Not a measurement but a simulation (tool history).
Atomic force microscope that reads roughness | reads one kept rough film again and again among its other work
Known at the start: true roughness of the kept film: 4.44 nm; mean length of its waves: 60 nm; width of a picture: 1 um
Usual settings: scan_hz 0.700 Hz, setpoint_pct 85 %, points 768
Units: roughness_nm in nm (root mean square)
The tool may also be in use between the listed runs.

run   hour  scan_hz  setpoint_pct  points  roughness_nm
  1    0.0    0.700            85     768         3.801
  2    4.9    0.700            85     768         3.760
  3   17.0    0.700            81     768         3.736
  4   23.7    0.700            85     768         3.612
  5   32.2    1.093            85     768         3.382
  6   38.7    0.700            85     768         3.500
      40.4  -- height scale calibrated on a step standard
  7   46.3    0.700            85     768         3.440
      54.0  -- new tip fitted
  8   56.6    0.700            85     768         3.873
      58.2  -- height scale calibrated on a step standard, once more
  9   66.7    1.621            56     274         4.001
 10   73.2    0.698            80     772         3.817
 11   84.2    1.796            62     510         3.740
 12   90.1    1.796            62     510         3.688
 13  100.6    1.041            56     263         3.734
 14  105.7    2.236            56     263         3.579

Forecast each of these 5 alternatives for the next run:
  A  112.3    1.167            71     682             ?
  B  112.3    0.905            80     420             ?
  C  112.3    2.236            71     701             ?
  D  112.3    0.700            74     485             ?
  E  112.3    0.700            85     773             ?

run  roughness_nm
  A         3.492
  B         3.440
  C         3.289
  D         3.547
  E         3.427
Without the tool's hidden state the same runs would have given:
run  roughness_nm
  A         3.957
  B         3.900
  C         3.727
  D         4.020
  E         3.884
